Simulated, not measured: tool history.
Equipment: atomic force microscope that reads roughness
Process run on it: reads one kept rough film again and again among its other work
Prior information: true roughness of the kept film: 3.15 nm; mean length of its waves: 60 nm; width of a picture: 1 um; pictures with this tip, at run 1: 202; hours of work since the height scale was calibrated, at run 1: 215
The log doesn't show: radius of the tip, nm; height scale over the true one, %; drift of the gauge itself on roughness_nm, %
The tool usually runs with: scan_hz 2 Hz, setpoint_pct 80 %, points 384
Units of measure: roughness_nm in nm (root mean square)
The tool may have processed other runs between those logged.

run	hour	scan_hz	setpoint_pct	points	pictures with this tip	hours of work since the height scale was calibrated	roughness_nm
1	0	2	80	384	202	215	2.373
# hour 2.4: new tip fitted
2	10.4	2.23	80	384	17	222	2.449
3	20.5	2.23	80	679	39	228	2.405
4	28.1	2.23	80	679	55	232	2.405
5	35	2	80	384	69	236	2.462
6	47.4	3.16	80	384	96	244	2.195
7	58.3	3.16	80	384	119	251	2.17
8	66.5	3.16	80	384	136	256	2.202
9	72.6	2	87	384	149	259	2.238
10	81.1	2	80	384	167	265	2.393
11	91.7	2	80	384	190	271	2.388
# hour 99.3: new tip fitted
12	104.9	2.92	59	650	12	279	2.785
# hour 106.9: height scale calibrated on a step standard
13	120.5	2.92	59	650	43	8	2.771
14	131.1	0.69	56	650	66	15	2.978
15	145.5	0.73	87	477	96	24	2.671
16	153	0.89	87	825	112	28	2.604
17	160.5	2.41	87	825	128	33	2.15
18	173.8	2.41	87	825	157	41	2.116
19	186.5	1.52	74	296	184	49	2.599
# hour 194.9: height scale calibrated on a step standard, once more
# hour 198.7: new tip fitted
20	201.8	1	80	359	7	4	2.754
21	210.2	1	65	359	25	9	2.911

Forecast each of these 4 alternatives for the next run:
A	222.4	2.27	57	512	51	16	?
B	222.4	1	80	477	51	16	?
C	222.4	1.16	56	621	51	16	?
D	222.4	0.78	62	452	51	16	?

run	roughness_nm
A	2.848
B	2.712
C	2.937
D	2.929
With no hidden state in the tool, these same runs would have given:
run	roughness_nm
A	2.896
B	2.759
C	2.987
D	2.979
